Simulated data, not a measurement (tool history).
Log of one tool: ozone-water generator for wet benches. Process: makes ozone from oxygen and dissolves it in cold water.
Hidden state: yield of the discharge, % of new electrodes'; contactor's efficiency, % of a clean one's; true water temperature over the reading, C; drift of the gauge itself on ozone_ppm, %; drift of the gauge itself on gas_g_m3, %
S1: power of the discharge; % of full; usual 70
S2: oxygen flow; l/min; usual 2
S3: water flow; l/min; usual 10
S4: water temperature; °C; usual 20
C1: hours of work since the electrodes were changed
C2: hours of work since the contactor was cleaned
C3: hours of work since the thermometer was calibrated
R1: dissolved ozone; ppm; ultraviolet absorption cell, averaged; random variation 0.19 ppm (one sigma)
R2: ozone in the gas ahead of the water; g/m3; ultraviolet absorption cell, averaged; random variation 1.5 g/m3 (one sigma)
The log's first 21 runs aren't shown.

| run | hour | S1 | S2 | S3 | S4 | C1 | C2 | C3 | R1 | R2 |
|---|---|---|---|---|---|---|---|---|---|---|
| 22 | 1363.9 | 76 | 1.64 | 10 | 20 | 1470 | 3587 | 355 | 24.1 | 296.7 |
|  | 1382.2 | water thermometer calibrated, once more |
| 23 | 1407.3 | 76 | 1.64 | 10 | 20 | 1506 | 3623 | 21 | 23.9 | 301.3 |
| 24 | 1467.7 | 69 | 1.64 | 10 | 20 | 1556 | 3673 | 71 | 23 | 283.8 |
| 25 | 1548.6 | 64 | 2.72 | 10 | 20 | 1623 | 3741 | 139 | 24.3 | 223.7 |
| 26 | 1619.1 | 64 | 2.72 | 10 | 20 | 1682 | 3799 | 197 | 24.2 | 221.4 |
| 27 | 1698.2 | 75 | 1.74 | 12 | 16 | 1748 | 3865 | 263 | 21.5 | 287 |
| 28 | 1780.9 | 41 | 2.55 | 11 | 17 | 1817 | 3934 | 332 | 18.3 | 180 |
| 29 | 1854.1 | 78 | 2.2 | 10 | 20 | 1878 | 3995 | 393 | 25.4 | 269.8 |
| 30 | 1930.5 | 78 | 2.2 | 10 | 20 | 1941 | 4059 | 457 | 25.8 | 267.3 |

The next listed run, before its measurement:
| 31 | 1967.9 | 60 | 2.67 | 10 | 20 | 1973 | 4090 | 488 | ? | ? |

{"run 31": {"R1": 23, "R2": 212.3}}
Without the tool's hidden state the same run would have given R1 25.5 ppm, R2 224.7 g/m3.

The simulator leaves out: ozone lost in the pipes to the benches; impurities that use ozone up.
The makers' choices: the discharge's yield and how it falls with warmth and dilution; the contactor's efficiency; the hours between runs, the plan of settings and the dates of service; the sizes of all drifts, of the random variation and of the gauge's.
